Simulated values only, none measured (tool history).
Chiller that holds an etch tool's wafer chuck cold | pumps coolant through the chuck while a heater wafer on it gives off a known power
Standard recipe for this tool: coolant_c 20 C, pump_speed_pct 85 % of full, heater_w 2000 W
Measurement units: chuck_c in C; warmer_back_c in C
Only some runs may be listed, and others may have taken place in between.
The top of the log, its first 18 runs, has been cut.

| run | day | coolant_c | pump_speed_pct | heater_w | hours since the coolant was changed and the channels were flushed | hours since the pump was overhauled | hours since the chiller's thermometer was calibrated | chuck_c | warmer_back_c |
|---|---|---|---|---|---|---|---|---|---|
| 19 | 77.792 | 19 | 77 | 2457 | 2471 | 6635 | 1165 | 39.9 | 7.64 |
| 20 | 83.712 | 19 | 77 | 2457 | 2614 | 6777 | 1307 | 40.1 | 7.59 |
| 21 | 88.167 | 13 | 60 | 2043 | 2720 | 6884 | 1414 | 34.4 | 8.21 |
| 22 | 93.071 | 13 | 60 | 2057 | 2838 | 7001 | 1531 | 34.5 | 8.22 |
| 23 | 98.775 | 13 | 85 | 1023 | 2975 | 7138 | 1668 | 21.1 | 2.68 |
| 24 | 101.808 | 18 | 85 | 2475 | 3048 | 7211 | 1741 | 37.6 | 6.87 |
| 25 | 108.096 | 18 | 85 | 2475 | 3199 | 7362 | 1892 | 37.4 | 6.82 |
| 26 | 113.196 | 24 | 66 | 2475 | 3321 | 7484 | 2014 | 47.7 | 8.95 |
| 27 | 116.583 | 16 | 85 | 2000 | 3402 | 7566 | 2096 | 31.8 | 5.48 |
| 28 | 120.025 | 16 | 85 | 2000 | 3485 | 7648 | 2178 | 31.9 | 5.47 |
| 29 | 124.079 | 16 | 85 | 2000 | 3582 | 7746 | 2276 | 31.8 | 5.46 |
|  | 124.946 | gauge calibrated |
|  | 126.721 | chiller's thermometer calibrated |
| 30 | 129.854 | 22 | 75 | 2416 | 3720 | 7883 | 75 | 43.1 | 7.93 |
| 31 | 135.092 | 18 | 65 | 1855 | 3846 | 8009 | 201 | 36.2 | 7.01 |
| 32 | 139.858 | 18 | 65 | 1855 | 3960 | 8123 | 315 | 35.9 | 7.01 |

Forecast each of these 4 alternatives for the next run:
| A | 144.067 | 27 | 85 | 2000 | 4061 | 8224 | 416 | ? | ? |
| B | 144.067 | 12 | 85 | 2896 | 4061 | 8224 | 416 | ? | ? |
| C | 144.067 | 12 | 85 | 2000 | 4061 | 8224 | 416 | ? | ? |
| D | 144.067 | 20 | 85 | 1449 | 4061 | 8224 | 416 | ? | ? |

| run | chuck_c | warmer_back_c |
|---|---|---|
| A | 42.7 | 5.73 |
| B | 34.9 | 8.31 |
| C | 27.6 | 5.74 |
| D | 31.5 | 4.14 |
With the hidden condition removed and each run's random variation left untouched, the same runs would have given:
| run | chuck_c | warmer_back_c |
|---|---|---|
| A | 42.7 | 5.77 |
| B | 34.8 | 8.34 |
| C | 27.6 | 5.77 |
| D | 31.4 | 4.18 |
